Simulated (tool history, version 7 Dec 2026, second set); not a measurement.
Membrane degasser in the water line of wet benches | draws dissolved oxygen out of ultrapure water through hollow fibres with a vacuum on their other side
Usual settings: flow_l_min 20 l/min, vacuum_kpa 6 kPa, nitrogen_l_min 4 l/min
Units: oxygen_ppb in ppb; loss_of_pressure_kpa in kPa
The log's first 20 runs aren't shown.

run,hour,flow_l_min,vacuum_kpa,nitrogen_l_min,hours since the membrane was changed,hours since the vacuum gauge was calibrated,hours since the vacuum lines were made tight,oxygen_ppb,loss_of_pressure_kpa
21,1496.7,12,6.52,1.9,4274,4274,1583,51.3,24.15
22,1582.2,25,6.3,5.38,4359,4359,1668,49.4,51.05
23,1665.6,20,4.89,4,4443,4443,1752,24.4,41.01
24,1756,20,4.89,2.2,4533,4533,1842,40.9,40.75
25,1856.9,14,4.26,5.67,4634,4634,1943,6.9,28.35
26,1909.6,14,4.26,5.67,4687,4687,1996,7.2,28.55
27,1984.2,14,4.26,5.67,4761,4761,2070,6.7,28.3
28,2066.5,14,4.26,3.42,4844,4844,2152,11,28.64
29,2128.3,14,8.7,8.95,4905,4905,2214,21.4,28.27
30,2239.4,20,5.88,11.71,5017,5017,2325,15.9,40.77
31,2349.1,16,9.02,2.21,5126,5126,2435,100.7,32.48

4 ways to go on from here, each from the tool as it stands after run 31. What would each give?
A,2440.1,16,3.91,2.21,5217,5217,2526,?,?
B,2440.1,27,9.02,2.21,5217,5217,2526,?,?
C,2440.1,15,8.53,2.05,5217,5217,2526,?,?
D,2440.1,20,6,9.83,5217,5217,2526,?,?

run,oxygen_ppb,loss_of_pressure_kpa
A,13.5,32.34
B,183.9,54.91
C,95.5,30.17
D,18.6,40.65
Without the tool's hidden state the same runs would have given:
run,oxygen_ppb,loss_of_pressure_kpa
A,13.5,32.33
B,183.8,54.89
C,95.5,30.16
D,18.5,40.63
